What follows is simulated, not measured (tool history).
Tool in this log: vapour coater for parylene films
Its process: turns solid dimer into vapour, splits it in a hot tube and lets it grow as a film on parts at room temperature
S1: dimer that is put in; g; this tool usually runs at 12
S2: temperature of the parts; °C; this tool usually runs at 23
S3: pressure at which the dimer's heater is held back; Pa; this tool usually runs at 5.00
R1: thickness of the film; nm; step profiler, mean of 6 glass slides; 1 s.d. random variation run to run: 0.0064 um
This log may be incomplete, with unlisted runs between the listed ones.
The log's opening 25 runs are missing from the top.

run,hour,S1,S2,S3,R1
26,374.0,19,31,2.69,2139
27,391.7,19,19,2.69,3742
28,400.1,6,23,4.81,870
29,419.5,12,21,2.07,2277
30,429.6,6,28,6.33,653
31,440.9,12,25,6.20,1508
32,456.7,12,25,6.20,1503
33,475.7,12,23,5.09,1734

Branching from run 33: 3 alternative next runs. What would each branch give?
A,491.5,12,23,8.06,?
B,491.5,21,28,5.00,?
C,491.5,5,23,2.29,?

run,R1
A,1575
B,2427
C,855
Stripped of hidden state, with their random variation kept, the same runs would have yielded:
run,R1
A,1533
B,2362
C,832

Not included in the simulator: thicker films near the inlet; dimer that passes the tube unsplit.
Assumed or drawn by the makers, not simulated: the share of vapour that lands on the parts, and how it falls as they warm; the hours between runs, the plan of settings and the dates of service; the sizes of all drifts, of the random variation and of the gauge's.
